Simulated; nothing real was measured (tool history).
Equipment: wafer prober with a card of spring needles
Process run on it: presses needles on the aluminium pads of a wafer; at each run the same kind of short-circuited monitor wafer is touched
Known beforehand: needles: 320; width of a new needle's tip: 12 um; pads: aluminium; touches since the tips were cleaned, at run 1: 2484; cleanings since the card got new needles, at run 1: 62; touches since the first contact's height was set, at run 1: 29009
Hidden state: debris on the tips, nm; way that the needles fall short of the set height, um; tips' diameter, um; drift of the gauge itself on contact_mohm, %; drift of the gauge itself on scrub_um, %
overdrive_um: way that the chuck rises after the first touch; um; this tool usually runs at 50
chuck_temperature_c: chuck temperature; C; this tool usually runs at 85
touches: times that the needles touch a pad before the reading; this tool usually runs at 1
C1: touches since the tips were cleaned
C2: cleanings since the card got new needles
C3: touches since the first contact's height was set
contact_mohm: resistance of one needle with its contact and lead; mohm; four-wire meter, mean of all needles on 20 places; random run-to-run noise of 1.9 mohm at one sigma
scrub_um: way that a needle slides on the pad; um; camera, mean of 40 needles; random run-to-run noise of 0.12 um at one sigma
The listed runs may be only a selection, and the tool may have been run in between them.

run 1 hour=0 | overdrive_um=50 chuck_temperature_c=85 touches=1 | C1=2484 C2=62 C3=29009 | contact_mohm=255 scrub_um=9.09
-- hour=3.8 tips cleaned on abrasive film
-- hour=13.2 tips cleaned on abrasive film
-- hour=22.5 tips cleaned on abrasive film
-- hour=32 tips cleaned on abrasive film
run 2 hour=33.5 | overdrive_um=50 chuck_temperature_c=85 touches=1 | C1=766 C2=66 C3=45738 | contact_mohm=229 scrub_um=9.03
-- hour=41.1 tips cleaned on abrasive film
-- hour=50.4 tips cleaned on abrasive film
-- hour=59.7 tips cleaned on abrasive film
-- hour=68.7 tips cleaned on abrasive film
run 3 hour=70 | overdrive_um=50 chuck_temperature_c=45 touches=1 | C1=632 C2=70 C3=64006 | contact_mohm=215 scrub_um=9.17
-- hour=77.6 tips cleaned on abrasive film
-- hour=86.8 tips cleaned on abrasive film
-- hour=96.3 tips cleaned on abrasive film
run 4 hour=100 | overdrive_um=50 chuck_temperature_c=45 touches=1 | C1=1882 C2=73 C3=79027 | contact_mohm=241 scrub_um=9
-- hour=105.5 tips cleaned on abrasive film
-- hour=114.8 tips cleaned on abrasive film
-- hour=124.2 tips cleaned on abrasive film
run 5 hour=126.9 | overdrive_um=50 chuck_temperature_c=45 touches=1 | C1=1326 C2=76 C3=92473 | contact_mohm=239 scrub_um=8.79
-- hour=132.3 tips cleaned on abrasive film
-- hour=139.9 tips cleaned on abrasive film
-- hour=149.3 tips cleaned on abrasive film
-- hour=158.7 tips cleaned on abrasive film
run 6 hour=162.8 | overdrive_um=50 chuck_temperature_c=45 touches=1 | C1=2042 C2=80 C3=110434 | contact_mohm=255 scrub_um=8.82
-- hour=166.6 tips cleaned on abrasive film
-- hour=176 tips cleaned on abrasive film
-- hour=185.4 tips cleaned on abrasive film
-- hour=193 tips cleaned on abrasive film
run 7 hour=196.1 | overdrive_um=50 chuck_temperature_c=85 touches=1 | C1=1577 C2=84 C3=127102 | contact_mohm=253 scrub_um=8.79
-- hour=201.8 tips cleaned on abrasive film
-- hour=209.4 tips cleaned on abrasive film
run 8 hour=213.4 | overdrive_um=50 chuck_temperature_c=85 touches=1 | C1=2024 C2=86 C3=135758 | contact_mohm=257 scrub_um=8.72
-- hour=217.3 tips cleaned on abrasive film
-- hour=226.6 tips cleaned on abrasive film
-- hour=234.3 tips cleaned on abrasive film
run 9 hour=234.3 | overdrive_um=50 chuck_temperature_c=85 touches=1 | C1=0 C2=89 C3=146169 | contact_mohm=214 scrub_um=8.94
-- hour=243.8 tips cleaned on abrasive film
-- hour=253.2 tips cleaned on abrasive film
-- hour=260.8 tips cleaned on abrasive film
run 10 hour=266.1 | overdrive_um=50 chuck_temperature_c=85 touches=1 | C1=2666 C2=92 C3=162098 | contact_mohm=281 scrub_um=8.88
-- hour=269.7 tips cleaned on abrasive film
-- hour=279.1 tips cleaned on abrasive film
-- hour=288.6 tips cleaned on abrasive film
-- hour=296.2 tips cleaned on abrasive film
run 11 hour=302.4 | overdrive_um=50 chuck_temperature_c=85 touches=1 | C1=3165 C2=96 C3=180282 | contact_mohm=292 scrub_um=8.44
-- hour=304.4 tips cleaned on abrasive film
-- hour=313.9 tips cleaned on abrasive film
-- hour=323.1 tips cleaned on abrasive film
-- hour=332.4 tips cleaned on abrasive film
-- hour=341.6 tips cleaned on abrasive film
run 12 hour=342.4 | overdrive_um=50 chuck_temperature_c=85 touches=2 | C1=379 C2=101 C3=200240 | contact_mohm=221 scrub_um=8.71
-- hour=350 tips cleaned on abrasive film
-- hour=359.4 tips cleaned on abrasive film
run 13 hour=360.7 | overdrive_um=37 chuck_temperature_c=85 touches=1 | C1=646 C2=103 C3=209400 | contact_mohm=274 scrub_um=5.88
-- hour=368.3 tips cleaned on abrasive film
-- hour=377.7 tips cleaned on abrasive film
-- hour=386.8 tips cleaned on abrasive film
-- hour=396 tips cleaned on abrasive film
run 14 hour=399.4 | overdrive_um=37 chuck_temperature_c=85 touches=1 | C1=1730 C2=107 C3=228786 | contact_mohm=328 scrub_um=5.88
-- hour=405.1 tips cleaned on abrasive film
-- hour=412.7 tips cleaned on abrasive film
run 15 hour=417.6 | overdrive_um=43 chuck_temperature_c=28 touches=1 | C1=2467 C2=109 C3=237885 | contact_mohm=310 scrub_um=6.93
-- hour=421.4 tips cleaned on abrasive film
-- hour=423.6 height of the first contact set anew
-- hour=429.3 tips cleaned on abrasive film
-- hour=438.6 tips cleaned on abrasive film
-- hour=446.2 tips cleaned on abrasive film
run 16 hour=452.1 | overdrive_um=47 chuck_temperature_c=27 touches=2 | C1=2976 C2=113 C3=14245 | contact_mohm=278 scrub_um=6.8
-- hour=454 tips cleaned on abrasive film
-- hour=461.6 tips cleaned on abrasive film
-- hour=471 tips cleaned on abrasive film
-- hour=478.5 tips cleaned on abrasive film
-- hour=486.1 tips cleaned on abrasive film
run 17 hour=492.2 | overdrive_um=33 chuck_temperature_c=52 touches=2 | C1=3090 C2=118 C3=34316 | contact_mohm=410 scrub_um=4.4
-- hour=494.1 tips cleaned on abrasive film
-- hour=503.5 tips cleaned on abrasive film
-- hour=513 tips cleaned on abrasive film
-- hour=521 tips cleaned on abrasive film
run 18 hour=521 | overdrive_um=33 chuck_temperature_c=52 touches=2 | C1=0 C2=122 C3=48664 | contact_mohm=249 scrub_um=4.09
-- hour=530.3 tips cleaned on abrasive film
-- hour=539.7 tips cleaned on abrasive film
-- hour=548.9 tips cleaned on abrasive film
run 19 hour=553.6 | overdrive_um=50 chuck_temperature_c=85 touches=3 | C1=2365 C2=125 C3=65011 | contact_mohm=254 scrub_um=7.28
-- hour=557.5 tips cleaned on abrasive film
-- hour=565.1 tips cleaned on abrasive film
run 20 hour=572.4 | overdrive_um=50 chuck_temperature_c=64 touches=1 | C1=3732 C2=127 C3=74427 | contact_mohm=337 scrub_um=7.29
-- hour=574.4 tips cleaned on abrasive film
-- hour=582 tips cleaned on abrasive film
-- hour=591.4 tips cleaned on abrasive film
-- hour=598.9 tips cleaned on abrasive film
-- hour=606.5 tips cleaned on abrasive film
run 21 hour=607.5 | overdrive_um=50 chuck_temperature_c=64 touches=1 | C1=481 C2=132 C3=91905 | contact_mohm=244 scrub_um=7.35
-- hour=615.1 tips cleaned on abrasive film
-- hour=624.5 tips cleaned on abrasive film
-- hour=634 tips cleaned on abrasive film
-- hour=643.3 tips cleaned on abrasive film
run 22 hour=645.5 | overdrive_um=50 chuck_temperature_c=64 touches=1 | C1=1118 C2=136 C3=110931 | contact_mohm=294 scrub_um=7.35
-- hour=649.5 height of the first contact set anew, once more
-- hour=651.5 tips cleaned on abrasive film
-- hour=659.1 tips cleaned on abrasive film
-- hour=668.6 tips cleaned on abrasive film
-- hour=678 tips cleaned on abrasive film
run 23 hour=679.8 | overdrive_um=69 chuck_temperature_c=108 touches=1 | C1=947 C2=140 C3=15126 | contact_mohm=231 scrub_um=12.92
-- hour=687.4 tips cleaned on abrasive film
-- hour=696.8 tips cleaned on abrasive film
run 24 hour=697.8 | overdrive_um=69 chuck_temperature_c=108 touches=1 | C1=531 C2=142 C3=24120 | contact_mohm=221 scrub_um=12.58
-- hour=705.4 tips cleaned on abrasive film
-- hour=713 tips cleaned on abrasive film
-- hour=720.7 tips cleaned on abrasive film
run 25 hour=720.7 | overdrive_um=69 chuck_temperature_c=108 touches=1 | C1=0 C2=145 C3=35554 | contact_mohm=210 scrub_um=12.64
-- hour=728.3 tips cleaned on abrasive film
-- hour=737.8 tips cleaned on abrasive film
-- hour=747.3 tips cleaned on abrasive film
run 26 hour=750.4 | overdrive_um=38 chuck_temperature_c=37 touches=1 | C1=1596 C2=148 C3=50421 | contact_mohm=316 scrub_um=6.95
-- hour=755.9 tips cleaned on abrasive film
-- hour=765.4 tips cleaned on abrasive film
-- hour=774.5 tips cleaned on abrasive film
-- hour=782.1 tips cleaned on abrasive film
run 27 hour=782.9 | overdrive_um=38 chuck_temperature_c=37 touches=1 | C1=385 C2=152 C3=66636 | contact_mohm=258 scrub_um=6.82

Branching from run 27: 3 alternative next runs. What would each branch give?
-- hour=790.1 tips cleaned on abrasive film
-- hour=797.7 tips cleaned on abrasive film
-- hour=807.2 tips cleaned on abrasive film
-- hour=816.5 tips cleaned on abrasive film
run A hour=817.6 | overdrive_um=39 chuck_temperature_c=37 touches=1 | C1=562 C2=156 C3=84014 | contact_mohm=? scrub_um=?
-- hour=790.1 tips cleaned on abrasive film
-- hour=797.7 tips cleaned on abrasive film
-- hour=807.2 tips cleaned on abrasive film
-- hour=816.5 tips cleaned on abrasive film
run B hour=817.6 | overdrive_um=33 chuck_temperature_c=107 touches=1 | C1=562 C2=156 C3=84014 | contact_mohm=? scrub_um=?
-- hour=790.1 tips cleaned on abrasive film
-- hour=797.7 tips cleaned on abrasive film
-- hour=807.2 tips cleaned on abrasive film
-- hour=816.5 tips cleaned on abrasive film
run C hour=817.6 | overdrive_um=50 chuck_temperature_c=64 touches=1 | C1=562 C2=156 C3=84014 | contact_mohm=? scrub_um=?

run=A contact_mohm=259 scrub_um=6.91
run=B contact_mohm=299 scrub_um=5.91
run=C contact_mohm=238 scrub_um=8.92
Without the tool's unlogged condition, the same runs would have read:
run=A contact_mohm=192 scrub_um=7.32
run=B contact_mohm=213 scrub_um=6.32
run=C contact_mohm=196 scrub_um=9.33
